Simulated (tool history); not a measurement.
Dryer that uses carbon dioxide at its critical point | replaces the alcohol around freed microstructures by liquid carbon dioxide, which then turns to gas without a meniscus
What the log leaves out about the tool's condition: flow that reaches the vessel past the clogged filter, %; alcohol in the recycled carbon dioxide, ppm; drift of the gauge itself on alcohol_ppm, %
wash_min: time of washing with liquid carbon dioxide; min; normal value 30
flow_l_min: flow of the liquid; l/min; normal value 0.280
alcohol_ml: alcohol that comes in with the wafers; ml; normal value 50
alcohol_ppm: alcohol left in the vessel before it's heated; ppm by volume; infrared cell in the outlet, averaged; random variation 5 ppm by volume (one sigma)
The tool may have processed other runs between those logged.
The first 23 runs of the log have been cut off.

run,hour,wash_min,flow_l_min,alcohol_ml,hours of work since the filter was changed,hours of work since the purifier's bed was changed,alcohol_ppm
24,557.6,27,0.457,32,237,358,52
25,589.3,27,0.457,32,257,378,53
26,615.2,23,0.341,39,273,394,98
27,646.4,31,0.240,118,293,413,204
28,674.4,30,0.348,24,310,431,62
29,702.7,22,0.357,53,328,449,118
30,722.4,22,0.357,53,340,461,107
31,743.4,23,0.296,55,354,474,202
32,776.7,30,0.280,35,374,495,88
# hour 811.6: purifier's bed changed
33,816.7,33,0.289,22,398,3,8
34,841.3,33,0.289,22,413,19,13
35,864.8,33,0.289,22,428,33,12
36,887.5,48,0.402,23,442,48,9
37,911.9,26,0.184,29,458,63,432
38,930.0,30,0.321,50,469,74,15
39,951.8,30,0.321,50,483,88,26
40,981.4,22,0.200,107,501,107,2244
41,1011.1,30,0.262,50,520,125,70
42,1048.5,43,0.195,42,543,149,53
43,1065.0,47,0.356,50,554,159,26
44,1098.6,18,0.280,70,575,180,974
# hour 1116.7: inlet filter changed
45,1136.0,21,0.402,118,12,203,80
46,1158.7,30,0.284,50,26,217,46

Alternative continuations, all from the tool just after run 46; predict every row:
A,1177.9,39,0.314,50,38,229,?
B,1177.9,35,0.293,50,38,229,?
C,1177.9,30,0.204,102,38,229,?

run,alcohol_ppm
A,39
B,47
C,344
With the hidden condition removed and each run's random variation left untouched, the same runs would have given:
run,alcohol_ppm
A,13
B,21
C,308
